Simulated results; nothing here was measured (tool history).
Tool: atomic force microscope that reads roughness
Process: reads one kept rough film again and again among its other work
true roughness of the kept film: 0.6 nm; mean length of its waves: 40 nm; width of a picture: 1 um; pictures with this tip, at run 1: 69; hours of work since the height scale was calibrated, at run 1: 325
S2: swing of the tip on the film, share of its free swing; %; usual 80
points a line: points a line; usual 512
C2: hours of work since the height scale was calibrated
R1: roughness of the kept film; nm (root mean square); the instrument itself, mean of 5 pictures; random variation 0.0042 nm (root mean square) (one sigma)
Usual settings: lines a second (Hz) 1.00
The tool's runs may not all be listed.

{"run": 1, "hour": 0.0, "lines a second (Hz)": 1.0, "S2": 80, "points a line": 512, "pictures with this tip": 69, "C2": 325, "R1": 0.554}
{"hour": 10.8, "done": "new tip fitted"}
{"run": 2, "hour": 41.7, "lines a second (Hz)": 1.0, "S2": 80, "points a line": 512, "pictures with this tip": 73, "C2": 353, "R1": 0.537}
{"hour": 52.2, "done": "new tip fitted"}
{"hour": 94.0, "done": "new tip fitted"}
{"run": 3, "hour": 94.7, "lines a second (Hz)": 1.0, "S2": 80, "points a line": 512, "pictures with this tip": 2, "C2": 389, "R1": 0.565}
{"hour": 135.1, "done": "new tip fitted"}
{"run": 4, "hour": 135.1, "lines a second (Hz)": 1.0, "S2": 80, "points a line": 512, "pictures with this tip": 0, "C2": 416, "R1": 0.571}
{"hour": 177.3, "done": "new tip fitted"}
{"run": 5, "hour": 204.3, "lines a second (Hz)": 1.0, "S2": 80, "points a line": 512, "pictures with this tip": 64, "C2": 464, "R1": 0.548}
{"hour": 217.8, "done": "new tip fitted"}
{"hour": 258.4, "done": "new tip fitted"}
{"run": 6, "hour": 269.5, "lines a second (Hz)": 1.0, "S2": 80, "points a line": 512, "pictures with this tip": 26, "C2": 508, "R1": 0.562}
{"hour": 303.1, "done": "new tip fitted"}
{"run": 7, "hour": 304.9, "lines a second (Hz)": 1.0, "S2": 80, "points a line": 512, "pictures with this tip": 4, "C2": 531, "R1": 0.565}
{"run": 8, "hour": 334.5, "lines a second (Hz)": 1.0, "S2": 80, "points a line": 512, "pictures with this tip": 74, "C2": 552, "R1": 0.543}
{"hour": 345.5, "done": "new tip fitted"}
{"run": 9, "hour": 368.1, "lines a second (Hz)": 1.0, "S2": 80, "points a line": 512, "pictures with this tip": 53, "C2": 574, "R1": 0.55}
{"hour": 387.0, "done": "new tip fitted"}
{"hour": 429.4, "done": "new tip fitted"}
{"run": 10, "hour": 433.7, "lines a second (Hz)": 1.0, "S2": 80, "points a line": 512, "pictures with this tip": 10, "C2": 619, "R1": 0.565}
{"run": 11, "hour": 465.9, "lines a second (Hz)": 1.0, "S2": 80, "points a line": 512, "pictures with this tip": 86, "C2": 641, "R1": 0.539}
{"hour": 470.1, "done": "new tip fitted"}
{"hour": 509.7, "done": "new tip fitted"}
{"run": 12, "hour": 510.1, "lines a second (Hz)": 2.8, "S2": 80, "points a line": 512, "pictures with this tip": 1, "C2": 671, "R1": 0.525}
{"run": 13, "hour": 545.1, "lines a second (Hz)": 0.6, "S2": 80, "points a line": 512, "pictures with this tip": 83, "C2": 695, "R1": 0.559}
{"hour": 550.1, "done": "new tip fitted"}
{"run": 14, "hour": 581.0, "lines a second (Hz)": 0.6, "S2": 80, "points a line": 512, "pictures with this tip": 72, "C2": 719, "R1": 0.554}
{"hour": 590.8, "done": "new tip fitted"}
{"hour": 630.4, "done": "new tip fitted"}
{"run": 15, "hour": 630.6, "lines a second (Hz)": 0.6, "S2": 80, "points a line": 512, "pictures with this tip": 0, "C2": 752, "R1": 0.58}
{"hour": 673.4, "done": "new tip fitted"}
{"run": 16, "hour": 674.2, "lines a second (Hz)": 0.6, "S2": 80, "points a line": 512, "pictures with this tip": 1, "C2": 782, "R1": 0.58}
{"run": 17, "hour": 709.0, "lines a second (Hz)": 0.6, "S2": 80, "points a line": 512, "pictures with this tip": 83, "C2": 806, "R1": 0.547}
{"hour": 713.9, "done": "new tip fitted"}
{"run": 18, "hour": 739.5, "lines a second (Hz)": 0.6, "S2": 80, "points a line": 512, "pictures with this tip": 60, "C2": 826, "R1": 0.561}
{"hour": 754.8, "done": "new tip fitted"}
{"run": 19, "hour": 782.2, "lines a second (Hz)": 0.6, "S2": 80, "points a line": 512, "pictures with this tip": 65, "C2": 855, "R1": 0.555}
{"hour": 797.6, "done": "new tip fitted"}
{"hour": 838.1, "done": "new tip fitted"}
{"run": 20, "hour": 838.1, "lines a second (Hz)": 0.6, "S2": 80, "points a line": 512, "pictures with this tip": 0, "C2": 893, "R1": 0.583}
{"run": 21, "hour": 869.8, "lines a second (Hz)": 0.6, "S2": 80, "points a line": 298, "pictures with this tip": 74, "C2": 915, "R1": 0.552}
{"hour": 879.3, "done": "new tip fitted"}
{"hour": 919.7, "done": "new tip fitted"}
{"run": 22, "hour": 926.8, "lines a second (Hz)": 3.21, "S2": 80, "points a line": 512, "pictures with this tip": 16, "C2": 953, "R1": 0.52}
{"hour": 961.5, "done": "new tip fitted"}
{"run": 23, "hour": 961.5, "lines a second (Hz)": 3.21, "S2": 80, "points a line": 512, "pictures with this tip": 0, "C2": 977, "R1": 0.523}
{"hour": 1005.2, "done": "new tip fitted"}
{"run": 24, "hour": 1005.2, "lines a second (Hz)": 3.21, "S2": 80, "points a line": 512, "pictures with this tip": 0, "C2": 1006, "R1": 0.533}
{"hour": 1045.2, "done": "new tip fitted"}
{"run": 25, "hour": 1059.5, "lines a second (Hz)": 2.04, "S2": 59, "points a line": 463, "pictures with this tip": 34, "C2": 1043, "R1": 0.563}
{"hour": 1089.1, "done": "new tip fitted"}
{"run": 26, "hour": 1094.8, "lines a second (Hz)": 2.77, "S2": 59, "points a line": 463, "pictures with this tip": 13, "C2": 1067, "R1": 0.568}
{"hour": 1130.2, "done": "new tip fitted"}
{"run": 27, "hour": 1158.8, "lines a second (Hz)": 2.77, "S2": 59, "points a line": 463, "pictures with this tip": 67, "C2": 1111, "R1": 0.551}
{"hour": 1175.1, "done": "new tip fitted"}
{"run": 28, "hour": 1196.1, "lines a second (Hz)": 1.65, "S2": 70, "points a line": 559, "pictures with this tip": 50, "C2": 1136, "R1": 0.561}
{"hour": 1216.5, "done": "new tip fitted"}
{"run": 29, "hour": 1230.5, "lines a second (Hz)": 0.87, "S2": 67, "points a line": 559, "pictures with this tip": 33, "C2": 1159, "R1": 0.57}
{"hour": 1257.2, "done": "new tip fitted"}
{"run": 30, "hour": 1287.8, "lines a second (Hz)": 2.77, "S2": 80, "points a line": 512, "pictures with this tip": 72, "C2": 1198, "R1": 0.504}
{"hour": 1300.7, "done": "new tip fitted"}
{"run": 31, "hour": 1328.7, "lines a second (Hz)": 1.05, "S2": 74, "points a line": 694, "pictures with this tip": 65, "C2": 1226, "R1": 0.548}
{"hour": 1343.7, "done": "new tip fitted"}
{"run": 32, "hour": 1362.2, "lines a second (Hz)": 2.72, "S2": 56, "points a line": 512, "pictures with this tip": 44, "C2": 1248, "R1": 0.568}
{"hour": 1385.2, "done": "new tip fitted"}
{"run": 33, "hour": 1422.2, "lines a second (Hz)": 2.72, "S2": 56, "points a line": 512, "pictures with this tip": 88, "C2": 1289, "R1": 0.549}
{"hour": 1429.0, "done": "new tip fitted"}
{"hour": 1469.3, "done": "new tip fitted"}
{"run": 34, "hour": 1489.4, "lines a second (Hz)": 1.42, "S2": 59, "points a line": 306, "pictures with this tip": 47, "C2": 1335, "R1": 0.569}
{"hour": 1513.4, "done": "new tip fitted"}
{"hour": 1556.5, "done": "new tip fitted"}
{"run": 35, "hour": 1556.5, "lines a second (Hz)": 0.72, "S2": 56, "points a line": 306, "pictures with this tip": 0, "C2": 1380, "R1": 0.586}
{"run": 36, "hour": 1586.7, "lines a second (Hz)": 3.81, "S2": 80, "points a line": 305, "pictures with this tip": 71, "C2": 1401, "R1": 0.489}
{"hour": 1598.7, "done": "new tip fitted"}
{"hour": 1638.9, "done": "new tip fitted"}
{"run": 37, "hour": 1652.1, "lines a second (Hz)": 2.18, "S2": 56, "points a line": 939, "pictures with this tip": 31, "C2": 1445, "R1": 0.576}
{"hour": 1680.3, "done": "new tip fitted"}
{"run": 38, "hour": 1699.6, "lines a second (Hz)": 0.59, "S2": 86, "points a line": 512, "pictures with this tip": 45, "C2": 1477, "R1": 0.574}
{"hour": 1723.9, "done": "new tip fitted"}
{"run": 39, "hour": 1750.5, "lines a second (Hz)": 0.59, "S2": 86, "points a line": 512, "pictures with this tip": 63, "C2": 1512, "R1": 0.56}
{"hour": 1765.1, "done": "new tip fitted"}
{"run": 40, "hour": 1786.0, "lines a second (Hz)": 1.0, "S2": 59, "points a line": 512, "pictures with this tip": 49, "C2": 1536, "R1": 0.566}
{"hour": 1805.4, "done": "new tip fitted"}
{"run": 41, "hour": 1820.8, "lines a second (Hz)": 3.08, "S2": 89, "points a line": 423, "pictures with this tip": 36, "C2": 1559, "R1": 0.491}

Forecast run 42:
{"hour": 1845.2, "done": "new tip fitted"}
{"run": 42, "hour": 1877.7, "lines a second (Hz)": 2.11, "S2": 76, "points a line": 427, "pictures with this tip": 76, "C2": 1598, "R1": "?"}

Run 42 gave R1 0.533 nm (root mean square).
Without the tool's hidden state the same run would have given R1 0.557 nm (root mean square).
